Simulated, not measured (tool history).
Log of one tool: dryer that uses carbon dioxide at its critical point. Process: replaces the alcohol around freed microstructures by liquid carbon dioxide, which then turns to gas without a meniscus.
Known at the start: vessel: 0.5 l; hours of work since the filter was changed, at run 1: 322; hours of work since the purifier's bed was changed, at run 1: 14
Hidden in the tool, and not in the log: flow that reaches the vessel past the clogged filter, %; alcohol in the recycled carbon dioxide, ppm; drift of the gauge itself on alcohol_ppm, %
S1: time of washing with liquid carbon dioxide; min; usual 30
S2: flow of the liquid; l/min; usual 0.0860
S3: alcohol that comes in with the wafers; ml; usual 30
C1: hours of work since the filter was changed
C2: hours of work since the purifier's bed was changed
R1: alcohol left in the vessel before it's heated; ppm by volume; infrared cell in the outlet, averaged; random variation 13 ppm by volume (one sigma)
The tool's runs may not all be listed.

| run | hour | S1 | S2 | S3 | C1 | C2 | R1 |
|---|---|---|---|---|---|---|---|
| 1 | 0.0 | 30 | 0.0860 | 30 | 322 | 14 | 1040 |
| 2 | 17.9 | 30 | 0.0860 | 55 | 331 | 23 | 1878 |
| 3 | 29.1 | 30 | 0.0860 | 55 | 337 | 29 | 1944 |
| 4 | 41.9 | 30 | 0.0860 | 55 | 344 | 36 | 1918 |
| 5 | 60.1 | 30 | 0.0860 | 55 | 354 | 46 | 2016 |
| 6 | 72.5 | 23 | 0.0860 | 30 | 360 | 52 | 2760 |
| 7 | 88.7 | 21 | 0.0860 | 30 | 369 | 61 | 3642 |
| 8 | 101.8 | 21 | 0.0860 | 30 | 376 | 68 | 3641 |
| 9 | 117.3 | 21 | 0.0860 | 30 | 384 | 76 | 3756 |
| 10 | 137.7 | 35 | 0.0860 | 30 | 395 | 87 | 590 |
| 11 | 159.7 | 30 | 0.0642 | 30 | 407 | 99 | 3209 |
| 12 | 178.1 | 42 | 0.0642 | 30 | 416 | 108 | 997 |
| 13 | 192.8 | 30 | 0.0860 | 93 | 424 | 116 | 3555 |
| 14 | 205.2 | 18 | 0.0860 | 35 | 431 | 123 | 6447 |
| 15 | 223.2 | 23 | 0.0814 | 37 | 440 | 132 | 4249 |
| 16 | 245.0 | 30 | 0.1319 | 79 | 452 | 144 | 385 |
| 17 | 258.6 | 30 | 0.1319 | 22 | 459 | 151 | 144 |
| 18 | 275.5 | 48 | 0.0708 | 22 | 468 | 160 | 308 |
| 19 | 296.9 | 36 | 0.0860 | 65 | 479 | 172 | 1219 |
| 20 | 307.6 | 25 | 0.0686 | 26 | 485 | 177 | 3994 |
| 21 | 323.2 | 25 | 0.0539 | 104 | 493 | 186 | 27415 |
| 22 | 338.3 | 25 | 0.0539 | 104 | 501 | 194 | 27608 |
| 23 | 356.8 | 30 | 0.0860 | 96 | 511 | 203 | 3915 |
| 24 | 379.0 | 30 | 0.1168 | 30 | 523 | 215 | 365 |
| 25 | 396.1 | 40 | 0.0762 | 28 | 532 | 224 | 662 |

4 ways to go on from here, each from the tool as it stands after run 25. What would each give?
| A | 410.7 | 30 | 0.1239 | 30 | 540 | 232 | ? |
| B | 410.7 | 30 | 0.0860 | 37 | 540 | 232 | ? |
| C | 410.7 | 22 | 0.0692 | 28 | 540 | 232 | ? |
| D | 410.7 | 19 | 0.0762 | 28 | 540 | 232 | ? |

| run | R1 |
|---|---|
| A | 299 |
| B | 1636 |
| C | 5844 |
| D | 6527 |
Without the tool's hidden state the same runs would have given:
| run | R1 |
|---|---|
| A | 118 |
| B | 978 |
| C | 4380 |
| D | 4963 |

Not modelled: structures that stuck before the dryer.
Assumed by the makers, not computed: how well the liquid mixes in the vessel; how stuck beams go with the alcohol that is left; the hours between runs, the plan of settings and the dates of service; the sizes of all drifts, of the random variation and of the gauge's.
